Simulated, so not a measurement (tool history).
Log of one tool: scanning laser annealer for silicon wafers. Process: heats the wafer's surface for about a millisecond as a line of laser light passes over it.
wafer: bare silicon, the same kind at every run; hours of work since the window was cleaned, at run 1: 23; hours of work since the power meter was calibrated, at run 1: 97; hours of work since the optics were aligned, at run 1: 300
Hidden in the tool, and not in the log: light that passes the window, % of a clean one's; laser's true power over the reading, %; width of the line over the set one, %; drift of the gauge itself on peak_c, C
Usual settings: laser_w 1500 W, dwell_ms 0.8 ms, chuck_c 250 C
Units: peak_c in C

run	hour	laser_w	dwell_ms	chuck_c	hours of work since the window was cleaned	hours of work since the power meter was calibrated	hours of work since the optics were aligned	peak_c
1	0	1500	0.8	250	23	97	300	963
2	18.7	1500	0.761	250	31	105	308	942
3	30.8	1648	0.8	250	37	111	314	1043
4	47.5	1450	0.8	250	44	118	321	936
5	59.4	1450	0.8	250	49	123	326	935
6	68.1	1450	0.8	250	53	127	330	935
7	78	1450	0.8	250	57	132	334	934
8	96.3	1500	0.8	284	65	140	342	996
9	109.6	1500	0.8	267	71	145	348	978
10	127.4	1500	0.8	250	79	153	356	959
11	136	1500	0.8	250	83	157	360	959
12	143.7	1500	0.8	250	86	160	363	958
13	156.9	1500	0.8	250	92	166	369	961
14	172.2	1500	0.8	253	99	173	376	963
15	187.4	1500	0.8	253	106	180	383	961
16	206	1500	0.8	253	114	188	391	960
17	220.6	1500	0.8	253	120	194	397	959
18	233.5	1500	0.919	250	126	200	403	1018
19	241.5	1500	0.919	250	129	204	406	1016
# hour 246: laser's power meter calibrated
20	263.1	1639	0.919	250	138	8	415	1093
21	277.3	1639	0.919	250	144	14	421	1096
22	293	1639	0.919	211	151	21	428	1055
23	304.5	1580	0.879	254	156	26	433	1045
24	317.6	1521	0.866	275	162	32	439	1025
25	334	1366	0.828	243	169	39	446	893
26	347.5	1572	0.651	285	175	45	452	943
27	357.5	1572	0.651	285	179	49	456	939
# hour 362.7: laser's power meter calibrated, once more
28	377.8	1572	0.651	285	187	7	464	940
29	388.6	1534	0.712	285	192	11	469	960
30	405.8	1600	0.561	215	199	19	476	828
31	418.2	1500	0.595	275	205	24	482	863
32	429.2	1500	0.595	275	210	29	487	864
33	445	1638	0.842	228	216	36	493	1020
34	458.6	1388	0.855	228	222	42	499	899
35	473.8	1500	0.722	250	229	49	506	911
36	490.8	1500	0.712	259	237	56	514	912
37	506.2	1317	0.686	226	243	63	520	778
38	514.3	1317	0.686	226	247	67	524	777
39	524.2	1623	0.694	247	251	71	528	946
40	543.1	1475	0.895	243	260	80	537	973
41	553.9	1309	0.682	271	264	84	541	821

4 ways to go on from here, each from the tool as it stands after run 41. What would each give?
A	565.1	1441	0.682	263	269	89	546	?
B	565.1	1311	0.746	249	269	89	546	?
C	565.1	1587	0.585	223	269	89	546	?
D	565.1	1309	0.682	277	269	89	546	?

run	peak_c
A	865
B	824
C	843
D	821
Without the tool's hidden state the same runs would have given:
run	peak_c
A	885
B	842
C	862
D	838
